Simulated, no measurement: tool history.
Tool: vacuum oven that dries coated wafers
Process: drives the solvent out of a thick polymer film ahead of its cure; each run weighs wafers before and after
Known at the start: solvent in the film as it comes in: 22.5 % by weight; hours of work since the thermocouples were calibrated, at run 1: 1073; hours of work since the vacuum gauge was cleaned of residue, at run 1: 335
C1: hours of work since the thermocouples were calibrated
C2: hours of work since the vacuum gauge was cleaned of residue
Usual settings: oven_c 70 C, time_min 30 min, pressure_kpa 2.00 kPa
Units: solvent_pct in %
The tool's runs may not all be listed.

{"run": 1, "hour": 0.0, "oven_c": 70, "time_min": 30, "pressure_kpa": 2.0, "C1": 1073, "C2": 335, "solvent_pct": 4.28}
{"run": 2, "hour": 18.3, "oven_c": 70, "time_min": 30, "pressure_kpa": 1.17, "C1": 1086, "C2": 348, "solvent_pct": 3.82}
{"run": 3, "hour": 48.3, "oven_c": 70, "time_min": 30, "pressure_kpa": 1.17, "C1": 1109, "C2": 371, "solvent_pct": 3.82}
{"run": 4, "hour": 75.0, "oven_c": 70, "time_min": 25, "pressure_kpa": 2.0, "C1": 1128, "C2": 390, "solvent_pct": 5.26}
{"run": 5, "hour": 101.1, "oven_c": 70, "time_min": 30, "pressure_kpa": 2.0, "C1": 1148, "C2": 410, "solvent_pct": 4.29}
{"run": 6, "hour": 124.2, "oven_c": 70, "time_min": 30, "pressure_kpa": 2.0, "C1": 1165, "C2": 427, "solvent_pct": 4.27}
{"run": 7, "hour": 142.3, "oven_c": 70, "time_min": 30, "pressure_kpa": 2.0, "C1": 1178, "C2": 440, "solvent_pct": 4.24}
{"run": 8, "hour": 163.4, "oven_c": 70, "time_min": 30, "pressure_kpa": 2.0, "C1": 1194, "C2": 456, "solvent_pct": 4.26}
{"run": 9, "hour": 195.6, "oven_c": 70, "time_min": 30, "pressure_kpa": 2.0, "C1": 1218, "C2": 480, "solvent_pct": 4.26}
{"hour": 211.1, "done": "oven's thermocouples calibrated"}
{"run": 10, "hour": 235.3, "oven_c": 70, "time_min": 30, "pressure_kpa": 2.0, "C1": 18, "C2": 508, "solvent_pct": 4.25}
{"run": 11, "hour": 263.1, "oven_c": 70, "time_min": 30, "pressure_kpa": 2.0, "C1": 39, "C2": 529, "solvent_pct": 4.31}
{"run": 12, "hour": 279.2, "oven_c": 70, "time_min": 16, "pressure_kpa": 2.0, "C1": 51, "C2": 541, "solvent_pct": 8.07}
{"run": 13, "hour": 302.9, "oven_c": 67, "time_min": 30, "pressure_kpa": 2.0, "C1": 68, "C2": 558, "solvent_pct": 5.34}
{"run": 14, "hour": 329.4, "oven_c": 67, "time_min": 30, "pressure_kpa": 3.13, "C1": 88, "C2": 578, "solvent_pct": 5.95}
{"run": 15, "hour": 364.4, "oven_c": 67, "time_min": 30, "pressure_kpa": 3.13, "C1": 114, "C2": 604, "solvent_pct": 5.97}
{"run": 16, "hour": 395.1, "oven_c": 55, "time_min": 30, "pressure_kpa": 3.13, "C1": 137, "C2": 627, "solvent_pct": 10.91}
{"run": 17, "hour": 420.4, "oven_c": 70, "time_min": 30, "pressure_kpa": 4.67, "C1": 156, "C2": 646, "solvent_pct": 5.69}
{"run": 18, "hour": 447.0, "oven_c": 70, "time_min": 30, "pressure_kpa": 4.67, "C1": 175, "C2": 665, "solvent_pct": 5.72}
{"run": 19, "hour": 470.5, "oven_c": 70, "time_min": 30, "pressure_kpa": 4.67, "C1": 193, "C2": 683, "solvent_pct": 5.69}
{"run": 20, "hour": 497.7, "oven_c": 57, "time_min": 30, "pressure_kpa": 2.0, "C1": 213, "C2": 703, "solvent_pct": 9.27}
{"run": 21, "hour": 534.4, "oven_c": 57, "time_min": 30, "pressure_kpa": 1.97, "C1": 240, "C2": 730, "solvent_pct": 9.24}
{"run": 22, "hour": 557.8, "oven_c": 70, "time_min": 32, "pressure_kpa": 3.27, "C1": 258, "C2": 748, "solvent_pct": 4.63}
{"run": 23, "hour": 587.5, "oven_c": 70, "time_min": 43, "pressure_kpa": 3.27, "C1": 280, "C2": 770, "solvent_pct": 3.43}
{"run": 24, "hour": 606.6, "oven_c": 73, "time_min": 26, "pressure_kpa": 7.42, "C1": 294, "C2": 784, "solvent_pct": 6.63}
{"run": 25, "hour": 637.5, "oven_c": 80, "time_min": 24, "pressure_kpa": 6.09, "C1": 317, "C2": 807, "solvent_pct": 4.1}
{"run": 26, "hour": 659.5, "oven_c": 70, "time_min": 44, "pressure_kpa": 7.91, "C1": 333, "C2": 823, "solvent_pct": 6.0}
{"run": 27, "hour": 689.3, "oven_c": 70, "time_min": 44, "pressure_kpa": 7.91, "C1": 355, "C2": 845, "solvent_pct": 6.01}
{"run": 28, "hour": 719.6, "oven_c": 70, "time_min": 29, "pressure_kpa": 7.91, "C1": 378, "C2": 868, "solvent_pct": 7.53}
{"run": 29, "hour": 754.8, "oven_c": 58, "time_min": 15, "pressure_kpa": 2.17, "C1": 404, "C2": 894, "solvent_pct": 12.77}
{"run": 30, "hour": 784.4, "oven_c": 65, "time_min": 25, "pressure_kpa": 1.87, "C1": 426, "C2": 916, "solvent_pct": 7.08}
{"run": 31, "hour": 821.2, "oven_c": 65, "time_min": 25, "pressure_kpa": 1.87, "C1": 453, "C2": 943, "solvent_pct": 7.12}
{"run": 32, "hour": 856.8, "oven_c": 65, "time_min": 28, "pressure_kpa": 4.36, "C1": 480, "C2": 970, "solvent_pct": 7.87}
{"run": 33, "hour": 873.4, "oven_c": 70, "time_min": 30, "pressure_kpa": 2.36, "C1": 492, "C2": 982, "solvent_pct": 4.45}
{"run": 34, "hour": 891.6, "oven_c": 61, "time_min": 48, "pressure_kpa": 7.46, "C1": 506, "C2": 996, "solvent_pct": 9.1}
{"run": 35, "hour": 914.3, "oven_c": 70, "time_min": 42, "pressure_kpa": 1.6, "C1": 523, "C2": 1013, "solvent_pct": 2.54}
{"run": 36, "hour": 946.0, "oven_c": 59, "time_min": 33, "pressure_kpa": 2.03, "C1": 546, "C2": 1036, "solvent_pct": 7.89}
{"run": 37, "hour": 976.6, "oven_c": 59, "time_min": 33, "pressure_kpa": 2.03, "C1": 569, "C2": 1059, "solvent_pct": 7.89}
{"run": 38, "hour": 997.4, "oven_c": 59, "time_min": 33, "pressure_kpa": 2.0, "C1": 584, "C2": 1074, "solvent_pct": 7.85}
{"run": 39, "hour": 1029.5, "oven_c": 70, "time_min": 30, "pressure_kpa": 2.87, "C1": 608, "C2": 1098, "solvent_pct": 4.73}
{"run": 40, "hour": 1060.7, "oven_c": 66, "time_min": 21, "pressure_kpa": 2.87, "C1": 631, "C2": 1121, "solvent_pct": 8.32}
{"run": 41, "hour": 1090.4, "oven_c": 66, "time_min": 18, "pressure_kpa": 2.0, "C1": 653, "C2": 1143, "solvent_pct": 8.89}
{"run": 42, "hour": 1118.8, "oven_c": 79, "time_min": 25, "pressure_kpa": 2.36, "C1": 674, "C2": 1164, "solvent_pct": 2.81}

4 ways to go on from here, each from the tool as it stands after run 42. What would each give?
{"run": "A", "hour": 1139.9, "oven_c": 64, "time_min": 40, "pressure_kpa": 2.36, "C1": 690, "C2": 1180, "solvent_pct": "?"}
{"run": "B", "hour": 1139.9, "oven_c": 57, "time_min": 24, "pressure_kpa": 2.36, "C1": 690, "C2": 1180, "solvent_pct": "?"}
{"run": "C", "hour": 1139.9, "oven_c": 65, "time_min": 30, "pressure_kpa": 2.0, "C1": 690, "C2": 1180, "solvent_pct": "?"}
{"run": "D", "hour": 1139.9, "oven_c": 84, "time_min": 20, "pressure_kpa": 5.5, "C1": 690, "C2": 1180, "solvent_pct": "?"}

run=A solvent_pct=5.02
run=B solvent_pct=10.84
run=C solvent_pct=6.06
run=D solvent_pct=3.52
Without the tool's hidden state the same runs would have given:
run=A solvent_pct=5.02
run=B solvent_pct=10.84
run=C solvent_pct=6.07
run=D solvent_pct=3.52
